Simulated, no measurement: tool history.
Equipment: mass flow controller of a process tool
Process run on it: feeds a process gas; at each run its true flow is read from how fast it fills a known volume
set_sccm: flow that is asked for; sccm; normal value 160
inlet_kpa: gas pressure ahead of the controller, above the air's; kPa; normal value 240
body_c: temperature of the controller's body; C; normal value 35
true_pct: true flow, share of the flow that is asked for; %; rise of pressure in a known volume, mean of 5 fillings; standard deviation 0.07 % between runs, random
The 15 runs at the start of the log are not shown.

Run 16, day 40.304: usual settings but body_c 33 C. Result: true_pct 99.31 %.
Run 17, day 43.283: usual settings but body_c 33 C. Result: true_pct 99.43 %.
Run 18, day 44.908: usual settings. Result: true_pct 99.18 %.
Run 19, day 47.571: usual settings. Result: true_pct 99.32 %.
Run 20, day 50.871: usual settings. Result: true_pct 99.39 %.
Run 21, day 54.062: usual settings but set_sccm 23 sccm, inlet_kpa 159 kPa, body_c 31 C. Result: true_pct 99.49 %.
Run 22, day 55.646: usual settings but set_sccm 23 sccm, inlet_kpa 159 kPa, body_c 26 C. Result: true_pct 99.93 %.
Run 23, day 57.329: usual settings but set_sccm 55 sccm, inlet_kpa 204 kPa, body_c 30 C. Result: true_pct 99.49 %.
Run 24, day 59.621: usual settings but set_sccm 55 sccm, inlet_kpa 204 kPa, body_c 30 C. Result: true_pct 99.4 %.
Run 25, day 63.529: usual settings but set_sccm 55 sccm, inlet_kpa 204 kPa, body_c 30 C. Result: true_pct 99.47 %.
Run 26, day 65.346: usual settings but set_sccm 28 sccm, inlet_kpa 207 kPa, body_c 26 C. Result: true_pct 99.82 %.
Run 27, day 66.958: usual settings but set_sccm 110 sccm, inlet_kpa 180 kPa, body_c 30 C. Result: true_pct 100.22 %.
Run 28, day 70.583: usual settings but set_sccm 110 sccm, inlet_kpa 178 kPa, body_c 36 C. Result: true_pct 99.77 %.
Run 29, day 72.425: usual settings but set_sccm 58 sccm, inlet_kpa 157 kPa, body_c 28 C. Result: true_pct 100.23 %.
Run 30, day 75.579: usual settings but set_sccm 40 sccm, inlet_kpa 179 kPa, body_c 22 C. Result: true_pct 100.55 %.
Run 31, day 78.829: usual settings but set_sccm 40 sccm, inlet_kpa 144 kPa, body_c 22 C. Result: true_pct 100.88 %.
Run 32, day 81.029: usual settings but inlet_kpa 186 kPa, body_c 38 C. Result: true_pct 99.93 %.
Run 33, day 83.104: usual settings but set_sccm 41 sccm, inlet_kpa 173 kPa, body_c 30 C. Result: true_pct 100.04 %.
Run 34, day 86.55: usual settings but set_sccm 41 sccm, inlet_kpa 173 kPa, body_c 30 C. Result: true_pct 100.18 %.
Run 35, day 88.883: usual settings but inlet_kpa 248 kPa. Result: true_pct 99.83 %.
Run 36, day 90.571: usual settings but inlet_kpa 248 kPa. Result: true_pct 99.92 %.
Run 37, day 92.775: usual settings but set_sccm 26 sccm. Result: true_pct 99.23 %.
Run 38, day 95.379: usual settings but set_sccm 73 sccm, body_c 22 C. Result: true_pct 100.66 %.
Run 39, day 97.988: usual settings but set_sccm 58 sccm, inlet_kpa 159 kPa. Result: true_pct 100.04 %.
Run 40, day 101.342: usual settings but set_sccm 58 sccm, inlet_kpa 175 kPa, body_c 21 C. Result: true_pct 101.29 %.

Alternative continuations, all from the tool just after run 40; predict every row:
Run A, day 105.154: usual settings but set_sccm 58 sccm, inlet_kpa 175 kPa, body_c 22 C. Result: true_pct ?.
Run B, day 105.154: usual settings but set_sccm 98 sccm, body_c 33 C. Result: true_pct ?.
Run C, day 105.154: usual settings but inlet_kpa 188 kPa, body_c 32 C. Result: true_pct ?.

run  true_pct
  A    101.22
  B     99.96
  C    100.85
What these runs would have given with no unlogged condition in the tool:
run  true_pct
  A     99.44
  B      98.2
  C     99.07

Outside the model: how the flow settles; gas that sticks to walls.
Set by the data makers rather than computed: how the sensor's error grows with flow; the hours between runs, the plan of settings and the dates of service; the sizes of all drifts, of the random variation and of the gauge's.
